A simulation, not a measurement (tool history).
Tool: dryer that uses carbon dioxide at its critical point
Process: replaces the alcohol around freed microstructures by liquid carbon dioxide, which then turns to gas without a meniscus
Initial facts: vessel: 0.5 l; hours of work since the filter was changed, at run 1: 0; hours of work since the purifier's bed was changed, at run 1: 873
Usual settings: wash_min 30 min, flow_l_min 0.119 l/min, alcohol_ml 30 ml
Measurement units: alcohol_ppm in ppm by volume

run,hour,wash_min,flow_l_min,alcohol_ml,hours of work since the filter was changed,hours of work since the purifier's bed was changed,alcohol_ppm
1,0,30,0.119,30,0,873,271
2,44.3,30,0.119,30,24,897,278
3,78.7,32,0.119,30,43,916,238
4,124,32,0.119,30,68,941,241
5,192.5,30,0.119,30,106,979,353
6,231,24,0.119,30,127,1000,852
7,272.6,25,0.119,30,150,1023,774
8,314,25,0.119,30,173,1046,823
9,353.3,25,0.119,30,195,1068,884
# hour 360.2: inlet filter changed
10,411.2,25,0.186,35,28,1099,168
11,443.6,30,0.119,28,46,1117,321
12,495.2,31,0.108,40,74,1145,544
13,562.9,19,0.11,48,112,1183,4000
14,632,30,0.089,25,150,1221,1098
15,695.3,30,0.152,30,185,1255,197
# hour 717.8: inlet filter changed
16,740.6,30,0.152,72,13,1280,224
17,778.3,30,0.152,72,33,1301,226

3 ways to go on from here, each from the tool as it stands after run 17. What would each give?
A,825.9,39,0.136,72,59,1327,?
B,825.9,30,0.152,64,59,1327,?
C,825.9,30,0.119,72,59,1327,?

run,alcohol_ppm
A,185
B,252
C,617
The same runs, with their run-to-run variation unchanged, on a tool lacking any hidden condition would have given:
run,alcohol_ppm
A,23
B,72
C,372

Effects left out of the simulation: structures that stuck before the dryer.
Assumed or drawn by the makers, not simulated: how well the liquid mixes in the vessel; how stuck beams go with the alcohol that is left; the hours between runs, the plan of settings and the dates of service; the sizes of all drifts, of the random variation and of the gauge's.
